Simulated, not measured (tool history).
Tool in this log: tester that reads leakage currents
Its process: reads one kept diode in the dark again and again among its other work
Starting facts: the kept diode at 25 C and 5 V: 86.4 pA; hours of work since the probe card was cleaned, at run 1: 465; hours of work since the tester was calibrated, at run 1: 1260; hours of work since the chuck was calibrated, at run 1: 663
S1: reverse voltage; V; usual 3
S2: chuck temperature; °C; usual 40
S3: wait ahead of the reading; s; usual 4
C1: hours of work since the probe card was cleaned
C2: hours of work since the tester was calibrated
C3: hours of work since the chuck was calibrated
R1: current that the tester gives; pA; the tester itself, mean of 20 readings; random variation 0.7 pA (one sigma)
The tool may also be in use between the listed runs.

run 1 hour=0 | S1=3 S2=40 S3=4 | C1=465 C2=1260 C3=663 | R1=213.21
run 2 hour=18.5 | S1=3 S2=40 S3=4 | C1=472 C2=1268 C3=671 | R1=212.78
run 3 hour=35.5 | S1=3 S2=40 S3=4 | C1=479 C2=1275 C3=678 | R1=211.28
run 4 hour=68.9 | S1=3 S2=40 S3=4 | C1=493 C2=1288 C3=691 | R1=211.73
run 5 hour=91.3 | S1=3 S2=40 S3=4 | C1=502 C2=1297 C3=700 | R1=211.89
run 6 hour=125.1 | S1=3 S2=40 S3=4 | C1=516 C2=1311 C3=714 | R1=211.82
run 7 hour=160.7 | S1=3 S2=40 S3=4 | C1=530 C2=1325 C3=729 | R1=211.47
run 8 hour=188.1 | S1=3 S2=49 S3=4 | C1=541 C2=1336 C3=740 | R1=401.01
run 9 hour=224.4 | S1=3 S2=31 S3=4 | C1=556 C2=1351 C3=754 | R1=107.2
run 10 hour=247.2 | S1=19.32 S2=40 S3=4 | C1=565 C2=1360 C3=764 | R1=372.43
run 11 hour=273 | S1=3 S2=40 S3=4 | C1=576 C2=1371 C3=774 | R1=209.78
run 12 hour=312.4 | S1=3 S2=40 S3=1.45 | C1=592 C2=1387 C3=790 | R1=210.03
run 13 hour=342.3 | S1=17.17 S2=40 S3=4 | C1=604 C2=1399 C3=802 | R1=358.69
run 14 hour=370.1 | S1=9.32 S2=40 S3=4 | C1=615 C2=1410 C3=813 | R1=296.86
run 15 hour=409.4 | S1=9.32 S2=40 S3=4 | C1=631 C2=1426 C3=829 | R1=295.43
run 16 hour=436.2 | S1=9.32 S2=40 S3=4 | C1=642 C2=1437 C3=840 | R1=295
run 17 hour=453.7 | S1=9.32 S2=40 S3=4 | C1=649 C2=1444 C3=847 | R1=294.89
run 18 hour=474.9 | S1=9.32 S2=40 S3=0.36 | C1=657 C2=1453 C3=856 | R1=297.59
run 19 hour=514.1 | S1=9.32 S2=40 S3=0.36 | C1=673 C2=1469 C3=872 | R1=297.34
run 20 hour=534.8 | S1=3 S2=40 S3=4 | C1=682 C2=1477 C3=880 | R1=206.47
run 21 hour=567.2 | S1=3 S2=40 S3=4 | C1=695 C2=1490 C3=893 | R1=207.9
run 22 hour=593.1 | S1=3 S2=40 S3=4 | C1=705 C2=1501 C3=904 | R1=208.1
run 23 hour=622.8 | S1=7.89 S2=24 S3=4 | C1=717 C2=1513 C3=916 | R1=82.35
run 24 hour=643.5 | S1=9.74 S2=26 S3=4.92 | C1=726 C2=1521 C3=924 | R1=103.29
run 25 hour=676.1 | S1=9.74 S2=26 S3=4.92 | C1=739 C2=1534 C3=937 | R1=103.11
run 26 hour=697.6 | S1=9.74 S2=26 S3=4.92 | C1=748 C2=1543 C3=946 | R1=103.51
run 27 hour=730.3 | S1=1.13 S2=27 S3=5.27 | C1=761 C2=1556 C3=959 | R1=56.16
run 28 hour=747.5 | S1=1.13 S2=35 S3=0.69 | C1=768 C2=1563 C3=966 | R1=105.15
run 29 hour=778.9 | S1=8.5 S2=36 S3=4 | C1=781 C2=1576 C3=979 | R1=210.97
run 30 hour=819.7 | S1=3.43 S2=40 S3=1.46 | C1=797 C2=1592 C3=996 | R1=212.95
run 31 hour=848.5 | S1=6.27 S2=40 S3=7.1 | C1=809 C2=1604 C3=1007 | R1=254.67

Forecast run 32:
run 32 hour=887.5 | S1=2.21 S2=27 S3=5.21 | C1=825 C2=1620 C3=1023 | R1=?

{"run 32": {"R1": 68.7}}
The same run, on a tool lacking any hidden state, would have yielded R1 79.23 pA.
